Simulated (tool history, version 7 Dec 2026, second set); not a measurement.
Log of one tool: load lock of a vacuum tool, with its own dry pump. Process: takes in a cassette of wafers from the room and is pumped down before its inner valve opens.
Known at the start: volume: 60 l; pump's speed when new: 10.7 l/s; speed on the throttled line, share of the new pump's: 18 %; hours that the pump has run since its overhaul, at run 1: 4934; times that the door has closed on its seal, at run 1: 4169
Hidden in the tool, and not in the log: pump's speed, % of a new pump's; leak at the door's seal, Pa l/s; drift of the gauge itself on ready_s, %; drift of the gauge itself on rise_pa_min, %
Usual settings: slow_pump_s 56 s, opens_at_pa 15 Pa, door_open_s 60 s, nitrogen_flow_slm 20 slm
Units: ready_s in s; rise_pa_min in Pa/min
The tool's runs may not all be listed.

run,day,slow_pump_s,opens_at_pa,door_open_s,nitrogen_flow_slm,hours that the pump has run since its overhaul,times that the door has closed on its seal,"incoming humidity of the room's air, %",ready_s,rise_pa_min
1,0.000,56,15,60,20,4934,4169,47.1,99.8,0.034
2,19.379,56,15,60,20,5399,4652,47.2,99.8,0.033
3,30.688,86,15,60,20,5670,4933,46.0,124.5,0.035
4,47.479,86,15,60,20,6073,5351,42.3,125.4,0.034
5,64.333,86,15,60,20,6478,5771,48.9,124.9,0.040
6,82.312,86,15,60,14,6909,6218,44.8,126.4,0.035
7,102.817,86,15,60,14,7401,6729,47.8,125.7,0.037
8,125.129,86,15,60,14,7937,7284,46.7,127.9,0.037
9,140.512,56,15,60,20,8306,7667,46.0,104.4,0.039
10,156.146,56,15,60,20,8681,8056,40.2,104.7,0.045
11,174.521,56,15,60,20,9122,8513,43.3,103.0,0.033
12,189.108,56,15,116,20,9472,8876,41.2,105.6,0.045
13,210.229,56,15,116,20,9979,9402,44.8,106.0,0.058
14,226.750,56,15,116,20,10376,9813,48.3,105.5,0.054
15,236.979,56,15,116,20,10621,10068,47.6,106.9,0.058
# day 252.383: dry pump taken out, an overhauled one fitted
16,252.500,48,15,60,20,3,10448,44.4,90.1,0.045
17,275.721,56,15,60,20,560,11026,45.6,96.5,0.046
18,288.771,56,15,60,20,873,11351,49.0,97.7,0.054
19,308.046,56,15,60,20,1336,11831,46.1,97.8,0.050
20,325.883,61,20,28,4,1764,12275,41.2,100.1,0.044
21,340.225,61,20,98,10,2108,12632,46.8,100.5,0.065
22,352.029,61,20,98,10,2391,12925,44.2,101.1,0.068
23,375.350,61,20,98,10,2951,13506,42.6,101.1,0.067
24,395.633,56,21,60,20,3438,14011,49.0,96.4,0.062
25,406.992,56,16,27,4,3711,14294,45.2,98.7,0.056
26,420.533,59,15,61,20,4036,14631,48.8,103.6,0.054
27,442.771,59,15,61,20,4569,15184,42.6,101.7,0.055
28,455.079,71,15,61,20,4865,15490,42.3,112.9,0.062
29,471.175,64,11,82,20,5251,15891,47.6,109.0,0.064
30,494.867,64,11,82,20,5820,16481,45.9,110.2,0.068
31,517.233,111,27,92,22,6356,17038,44.9,142.3,0.071
32,535.246,56,22,179,20,6789,17486,46.1,101.3,0.090
33,545.750,67,19,152,17,7041,17747,44.2,111.5,0.085
34,564.433,88,19,209,7,7489,18212,45.8,128.8,0.107
35,576.650,56,15,36,21,7782,18517,47.3,105.4,0.065
36,594.350,32,19,225,21,8207,18957,48.0,84.4,0.101
37,617.375,34,20,53,39,8760,19530,46.0,87.8,0.066

3 ways to go on from here, each from the tool as it stands after run 37. What would each give?
A,637.250,56,24,67,15,9237,20025,46.0,?,?
B,637.250,34,20,234,39,9237,20025,46.5,?,?
C,637.250,31,26,60,15,9237,20025,45.1,?,?

run,ready_s,rise_pa_min
A,104.0,0.077
B,87.7,0.099
C,84.5,0.079
Without the tool's hidden state the same runs would have given:
run,ready_s,rise_pa_min
A,93.4,0.028
B,75.6,0.049
C,72.5,0.030

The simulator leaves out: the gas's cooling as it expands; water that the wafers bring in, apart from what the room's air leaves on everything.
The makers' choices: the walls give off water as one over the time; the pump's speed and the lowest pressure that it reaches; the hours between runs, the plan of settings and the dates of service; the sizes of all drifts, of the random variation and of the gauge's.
